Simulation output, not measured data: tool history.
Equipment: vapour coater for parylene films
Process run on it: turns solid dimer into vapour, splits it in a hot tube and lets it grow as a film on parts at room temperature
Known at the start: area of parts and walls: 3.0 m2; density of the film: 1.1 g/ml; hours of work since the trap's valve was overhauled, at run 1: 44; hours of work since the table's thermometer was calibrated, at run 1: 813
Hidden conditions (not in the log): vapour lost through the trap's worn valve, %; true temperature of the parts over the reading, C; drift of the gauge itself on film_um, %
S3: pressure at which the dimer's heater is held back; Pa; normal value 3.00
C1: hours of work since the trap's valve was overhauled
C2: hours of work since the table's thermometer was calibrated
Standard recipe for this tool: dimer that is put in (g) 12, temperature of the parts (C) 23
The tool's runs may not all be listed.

Run 1, hour 0.0: usual settings; C1 44; C2 813. Result: thickness of the film (µm) 2.58.
Run 2, hour 43.7: usual settings; C1 65; C2 835. Result: thickness of the film (µm) 2.62.
Run 3, hour 70.0: usual settings; C1 79; C2 848. Result: thickness of the film (µm) 2.56.
Run 4, hour 110.4: usual settings; C1 99; C2 868. Result: thickness of the film (µm) 2.52.
Run 5, hour 148.6: usual settings; C1 118; C2 887. Result: thickness of the film (µm) 2.52.
Run 6, hour 186.2: usual settings but dimer that is put in (g) 5; C1 137; C2 906. Result: thickness of the film (µm) 1.09.
Run 7, hour 207.2: usual settings but dimer that is put in (g) 20; C1 147; C2 917. Result: thickness of the film (µm) 4.19.
Run 8, hour 248.3: usual settings but dimer that is put in (g) 20; C1 168; C2 937. Result: thickness of the film (µm) 4.17.
Run 9, hour 284.0: usual settings but dimer that is put in (g) 20; C1 186; C2 955. Result: thickness of the film (µm) 4.12.
Run 10, hour 304.7: usual settings; C1 196; C2 965. Result: thickness of the film (µm) 2.43.
Run 11, hour 345.8: usual settings but S3 3.74 Pa; C1 216; C2 986. Result: thickness of the film (µm) 2.47.
Run 12, hour 372.5: usual settings but S3 3.74 Pa; C1 230; C2 999. Result: thickness of the film (µm) 2.44.
Run 13, hour 402.1: usual settings but S3 3.74 Pa; C1 245; C2 1014. Result: thickness of the film (µm) 2.46.
At hour 408.5: trap's valve overhauled.
Run 14, hour 435.6: usual settings but S3 3.74 Pa; C1 14; C2 1029. Result: thickness of the film (µm) 2.33.
Run 15, hour 471.6: usual settings but S3 3.74 Pa; C1 32; C2 1047. Result: thickness of the film (µm) 2.31.
Run 16, hour 502.4: usual settings but S3 3.74 Pa; C1 47; C2 1062. Result: thickness of the film (µm) 2.26.
At hour 510.5: trap's valve overhauled, once more.
Run 17, hour 528.0: usual settings but S3 3.74 Pa; C1 9; C2 1073. Result: thickness of the film (µm) 2.59.
Run 18, hour 547.7: usual settings but S3 3.74 Pa; C1 19; C2 1083. Result: thickness of the film (µm) 2.53.
Run 19, hour 569.3: usual settings but temperature of the parts (C) 33; C1 29; C2 1094. Result: thickness of the film (µm) 2.00.
Run 20, hour 601.6: usual settings but temperature of the parts (C) 33; C1 46; C2 1110. Result: thickness of the film (µm) 1.99.
Run 21, hour 629.1: usual settings but temperature of the parts (C) 33, S3 6.24 Pa; C1 59; C2 1124. Result: thickness of the film (µm) 1.96.
Run 22, hour 653.2: usual settings but temperature of the parts (C) 33, S3 6.24 Pa; C1 71; C2 1136. Result: thickness of the film (µm) 1.94.
Run 23, hour 695.9: usual settings but temperature of the parts (C) 33, S3 6.24 Pa; C1 93; C2 1157. Result: thickness of the film (µm) 1.92.
Run 24, hour 723.5: usual settings but dimer that is put in (g) 9, temperature of the parts (C) 33, S3 6.24 Pa; C1 107; C2 1171. Result: thickness of the film (µm) 1.43.
Run 25, hour 745.4: usual settings but dimer that is put in (g) 9, temperature of the parts (C) 33, S3 6.24 Pa; C1 117; C2 1182. Result: thickness of the film (µm) 1.37.
Run 26, hour 779.7: usual settings but dimer that is put in (g) 10, temperature of the parts (C) 33, S3 6.24 Pa; C1 135; C2 1199. Result: thickness of the film (µm) 1.56.
Run 27, hour 802.9: usual settings but dimer that is put in (g) 13; C1 146; C2 1210. Result: thickness of the film (µm) 2.66.
Run 28, hour 845.4: usual settings but temperature of the parts (C) 30, S3 3.29 Pa; C1 167; C2 1232. Result: thickness of the film (µm) 2.12.
Run 29, hour 874.8: usual settings but temperature of the parts (C) 30, S3 3.29 Pa; C1 182; C2 1246. Result: thickness of the film (µm) 2.08.
Run 30, hour 913.2: usual settings but dimer that is put in (g) 14, S3 2.17 Pa; C1 201; C2 1266. Result: thickness of the film (µm) 2.96.
Run 31, hour 932.1: usual settings but dimer that is put in (g) 14, S3 2.80 Pa; C1 211; C2 1275. Result: thickness of the film (µm) 2.91.
Run 32, hour 970.7: usual settings but dimer that is put in (g) 7, temperature of the parts (C) 34, S3 2.80 Pa; C1 230; C2 1294. Result: thickness of the film (µm) 1.11.
Run 33, hour 1003.2: usual settings but dimer that is put in (g) 8, temperature of the parts (C) 29, S3 9.09 Pa; C1 246; C2 1311. Result: thickness of the film (µm) 1.31.
Run 34, hour 1030.5: usual settings but dimer that is put in (g) 8, temperature of the parts (C) 29, S3 9.09 Pa; C1 260; C2 1324. Result: thickness of the film (µm) 1.33.
Run 35, hour 1054.5: usual settings but dimer that is put in (g) 13, S3 5.70 Pa; C1 272; C2 1336. Result: thickness of the film (µm) 2.50.
Run 36, hour 1083.0: usual settings but dimer that is put in (g) 13, S3 5.70 Pa; C1 286; C2 1351. Result: thickness of the film (µm) 2.50.
Run 37, hour 1125.0: usual settings but dimer that is put in (g) 13, S3 5.70 Pa; C1 307; C2 1372. Result: thickness of the film (µm) 2.48.
Run 38, hour 1159.8: usual settings but dimer that is put in (g) 9, temperature of the parts (C) 20, S3 2.58 Pa; C1 325; C2 1389. Result: thickness of the film (µm) 1.94.
Run 39, hour 1194.6: usual settings but dimer that is put in (g) 13, S3 8.06 Pa; C1 342; C2 1406. Result: thickness of the film (µm) 2.38.

The next listed run, before its measurement:
Run 40, hour 1238.0: usual settings but S3 3.13 Pa; C1 364; C2 1428. Result: thickness of the film (µm) ?.

thickness of the film (µm): 2.34
Without the tool's hidden state the same run would have given thickness of the film (µm) 2.61.

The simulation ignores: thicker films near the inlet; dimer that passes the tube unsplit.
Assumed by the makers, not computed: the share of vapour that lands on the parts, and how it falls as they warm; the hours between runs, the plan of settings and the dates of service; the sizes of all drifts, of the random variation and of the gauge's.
